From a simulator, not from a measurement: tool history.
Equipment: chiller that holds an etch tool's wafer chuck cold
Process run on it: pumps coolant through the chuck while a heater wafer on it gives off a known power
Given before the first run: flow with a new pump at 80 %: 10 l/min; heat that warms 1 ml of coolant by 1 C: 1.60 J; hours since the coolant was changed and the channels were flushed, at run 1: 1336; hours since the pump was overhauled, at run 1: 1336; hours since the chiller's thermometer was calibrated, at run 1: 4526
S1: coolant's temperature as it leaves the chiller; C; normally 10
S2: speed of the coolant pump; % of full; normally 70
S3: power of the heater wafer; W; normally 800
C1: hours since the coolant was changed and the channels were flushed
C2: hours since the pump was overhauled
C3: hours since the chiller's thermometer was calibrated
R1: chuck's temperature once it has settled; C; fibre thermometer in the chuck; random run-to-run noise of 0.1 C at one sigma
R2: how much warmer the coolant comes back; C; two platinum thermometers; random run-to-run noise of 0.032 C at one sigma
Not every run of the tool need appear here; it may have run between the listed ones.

run 1 hour=0 | S1=10 S2=70 S3=800 | C1=1336 C2=1336 C3=4526 | R1=18.6 R2=3.51
run 2 hour=137.9 | S1=10 S2=70 S3=537 | C1=1474 C2=1474 C3=4664 | R1=15.9 R2=2.34
run 3 hour=254.7 | S1=10 S2=70 S3=829 | C1=1591 C2=1591 C3=4781 | R1=18.9 R2=3.67
run 4 hour=332.7 | S1=10 S2=70 S3=829 | C1=1669 C2=1669 C3=4859 | R1=19.1 R2=3.65
run 5 hour=417.7 | S1=12 S2=70 S3=800 | C1=1754 C2=1754 C3=4944 | R1=20.6 R2=3.51
run 6 hour=552.8 | S1=10 S2=70 S3=800 | C1=1889 C2=1889 C3=5079 | R1=18.5 R2=3.53
run 7 hour=665.6 | S1=10 S2=70 S3=800 | C1=2001 C2=2001 C3=5192 | R1=18.8 R2=3.52
run 8 hour=757 | S1=11 S2=70 S3=800 | C1=2093 C2=2093 C3=5283 | R1=19.9 R2=3.49
run 9 hour=864 | S1=11 S2=70 S3=800 | C1=2200 C2=2200 C3=5390 | R1=19.7 R2=3.57
run 10 hour=941.9 | S1=11 S2=70 S3=800 | C1=2278 C2=2278 C3=5468 | R1=19.8 R2=3.54
run 11 hour=1014.2 | S1=11 S2=70 S3=800 | C1=2350 C2=2350 C3=5541 | R1=19.6 R2=3.55
run 12 hour=1088.1 | S1=11 S2=70 S3=800 | C1=2424 C2=2424 C3=5614 | R1=19.7 R2=3.54
-- hour=1127.2 chiller's thermometer calibrated
run 13 hour=1176.5 | S1=11 S2=70 S3=800 | C1=2511 C2=2511 C3=49 | R1=19.8 R2=3.55
run 14 hour=1278 | S1=10 S2=70 S3=800 | C1=2613 C2=2613 C3=151 | R1=18.7 R2=3.55
run 15 hour=1336.8 | S1=10 S2=96 S3=800 | C1=2672 C2=2672 C3=210 | R1=16.9 R2=2.56
run 16 hour=1457.9 | S1=10 S2=96 S3=800 | C1=2793 C2=2793 C3=331 | R1=16.9 R2=2.52
run 17 hour=1545 | S1=10 S2=96 S3=800 | C1=2880 C2=2880 C3=418 | R1=17 R2=2.52
run 18 hour=1657.5 | S1=10 S2=70 S3=695 | C1=2992 C2=2992 C3=530 | R1=17.6 R2=3.04
run 19 hour=1767.7 | S1=16 S2=70 S3=770 | C1=3103 C2=3103 C3=641 | R1=24.3 R2=3.42
run 20 hour=1858.9 | S1=10 S2=64 S3=1086 | C1=3194 C2=3194 C3=732 | R1=22.6 R2=5.37
run 21 hour=1925.1 | S1=10 S2=64 S3=1086 | C1=3260 C2=3260 C3=798 | R1=22.7 R2=5.38
run 22 hour=2026.5 | S1=4 S2=77 S3=466 | C1=3361 C2=3361 C3=899 | R1=8.7 R2=1.92
run 23 hour=2132.8 | S1=4 S2=77 S3=833 | C1=3468 C2=3468 C3=1006 | R1=12.4 R2=3.38
run 24 hour=2210.3 | S1=10 S2=76 S3=1135 | C1=3545 C2=3545 C3=1083 | R1=21.7 R2=4.6
run 25 hour=2305.8 | S1=10 S2=70 S3=414 | C1=3641 C2=3641 C3=1179 | R1=14.6 R2=1.91
run 26 hour=2425.1 | S1=18 S2=70 S3=691 | C1=3760 C2=3760 C3=1298 | R1=25.5 R2=3.15
run 27 hour=2533.7 | S1=10 S2=72 S3=800 | C1=3869 C2=3869 C3=1407 | R1=18.5 R2=3.53
run 28 hour=2646.3 | S1=10 S2=65 S3=1125 | C1=3981 C2=3981 C3=1519 | R1=23 R2=5.45

Below are 3 alternative next runs, each starting from the tool's condition after run 28. Predict each:
run A hour=2737 | S1=10 S2=72 S3=800 | C1=4072 C2=4072 C3=1610 | R1=? R2=?
run B hour=2737 | S1=15 S2=92 S3=885 | C1=4072 C2=4072 C3=1610 | R1=? R2=?
run C hour=2737 | S1=10 S2=80 S3=800 | C1=4072 C2=4072 C3=1610 | R1=? R2=?

run=A R1=18.5 R2=3.51
run=B R1=22.8 R2=2.98
run=C R1=18.1 R2=3.17
Without the tool's hidden state the same runs would have given:
run=A R1=18.5 R2=3.37
run=B R1=22.8 R2=2.84
run=C R1=18 R2=3.02
